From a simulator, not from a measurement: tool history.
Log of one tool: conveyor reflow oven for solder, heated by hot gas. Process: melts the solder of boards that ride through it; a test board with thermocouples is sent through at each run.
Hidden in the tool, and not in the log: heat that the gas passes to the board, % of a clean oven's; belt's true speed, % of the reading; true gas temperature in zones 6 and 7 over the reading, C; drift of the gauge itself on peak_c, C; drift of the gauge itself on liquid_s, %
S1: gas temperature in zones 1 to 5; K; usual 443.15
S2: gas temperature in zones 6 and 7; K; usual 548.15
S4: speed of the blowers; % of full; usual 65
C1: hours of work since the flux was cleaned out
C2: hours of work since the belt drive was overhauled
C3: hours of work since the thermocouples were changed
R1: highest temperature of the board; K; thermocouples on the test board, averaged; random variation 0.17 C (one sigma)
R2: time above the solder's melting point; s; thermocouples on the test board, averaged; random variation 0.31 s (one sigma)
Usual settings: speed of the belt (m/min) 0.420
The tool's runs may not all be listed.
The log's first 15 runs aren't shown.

run 16 day=12.517 | S1=434.15 S2=548.15 speed_of_the_belt_(m/min)=0.482 S4=65 | C1=141 C2=416 C3=544 | R1=524.95 R2=59.0
-- day=13.417 flux residue cleaned out of gas plates and filters
run 17 day=13.871 | S1=434.15 S2=548.15 speed_of_the_belt_(m/min)=0.482 S4=65 | C1=7 C2=434 C3=561 | R1=525.15 R2=58.9
run 18 day=15.000 | S1=434.15 S2=548.15 speed_of_the_belt_(m/min)=0.354 S4=58 | C1=24 C2=451 C3=578 | R1=534.05 R2=92.1
run 19 day=16.033 | S1=441.15 S2=548.15 speed_of_the_belt_(m/min)=0.467 S4=58 | C1=40 C2=467 C3=594 | R1=525.05 R2=62.7
run 20 day=16.558 | S1=441.15 S2=548.15 speed_of_the_belt_(m/min)=0.467 S4=58 | C1=48 C2=475 C3=602 | R1=525.05 R2=63.3
run 21 day=17.392 | S1=441.15 S2=554.15 speed_of_the_belt_(m/min)=0.464 S4=69 | C1=61 C2=488 C3=615 | R1=534.25 R2=71.7
run 22 day=18.479 | S1=441.15 S2=554.15 speed_of_the_belt_(m/min)=0.464 S4=56 | C1=77 C2=504 C3=632 | R1=529.65 R2=67.0
run 23 day=19.221 | S1=448.15 S2=548.15 speed_of_the_belt_(m/min)=0.391 S4=53 | C1=89 C2=516 C3=643 | R1=531.05 R2=85.9
run 24 day=20.317 | S1=448.15 S2=548.15 speed_of_the_belt_(m/min)=0.391 S4=53 | C1=106 C2=532 C3=660 | R1=531.35 R2=86.3
run 25 day=20.925 | S1=443.15 S2=548.15 speed_of_the_belt_(m/min)=0.492 S4=65 | C1=115 C2=542 C3=669 | R1=526.05 R2=61.1
run 26 day=22.175 | S1=443.15 S2=548.15 speed_of_the_belt_(m/min)=0.492 S4=65 | C1=134 C2=561 C3=688 | R1=526.35 R2=61.7
run 27 day=22.838 | S1=443.15 S2=548.15 speed_of_the_belt_(m/min)=0.492 S4=65 | C1=144 C2=571 C3=698 | R1=525.95 R2=60.9
-- day=23.471 flux residue cleaned out of gas plates and filters
run 28 day=23.596 | S1=443.15 S2=540.15 speed_of_the_belt_(m/min)=0.420 S4=85 | C1=2 C2=579 C3=707 | R1=528.65 R2=78.2
run 29 day=24.612 | S1=443.15 S2=540.15 speed_of_the_belt_(m/min)=0.420 S4=52 | C1=17 C2=595 C3=722 | R1=520.65 R2=66.5
run 30 day=25.679 | S1=443.15 S2=540.15 speed_of_the_belt_(m/min)=0.420 S4=52 | C1=34 C2=611 C3=738 | R1=520.65 R2=66.6
run 31 day=26.908 | S1=443.15 S2=540.15 speed_of_the_belt_(m/min)=0.420 S4=52 | C1=53 C2=630 C3=757 | R1=520.95 R2=67.1

Forecast each of these 4 alternatives for the next run:
run A day=27.508 | S1=443.15 S2=546.15 speed_of_the_belt_(m/min)=0.420 S4=52 | C1=62 C2=639 C3=766 | R1=? R2=?
run B day=27.508 | S1=443.15 S2=542.15 speed_of_the_belt_(m/min)=0.487 S4=65 | C1=62 C2=639 C3=766 | R1=? R2=?
run C day=27.508 | S1=443.15 S2=540.15 speed_of_the_belt_(m/min)=0.371 S4=52 | C1=62 C2=639 C3=766 | R1=? R2=?
run D day=27.508 | S1=443.15 S2=547.15 speed_of_the_belt_(m/min)=0.420 S4=65 | C1=62 C2=639 C3=766 | R1=? R2=?

run=A R1=525.65 R2=72.3
run=B R1=521.25 R2=58.2
run=C R1=524.35 R2=82.4
run=D R1=530.45 R2=77.7
Without the tool's hidden state the same runs would have given:
run=A R1=525.65 R2=72.2
run=B R1=521.15 R2=58.1
run=C R1=524.35 R2=82.2
run=D R1=530.45 R2=77.6

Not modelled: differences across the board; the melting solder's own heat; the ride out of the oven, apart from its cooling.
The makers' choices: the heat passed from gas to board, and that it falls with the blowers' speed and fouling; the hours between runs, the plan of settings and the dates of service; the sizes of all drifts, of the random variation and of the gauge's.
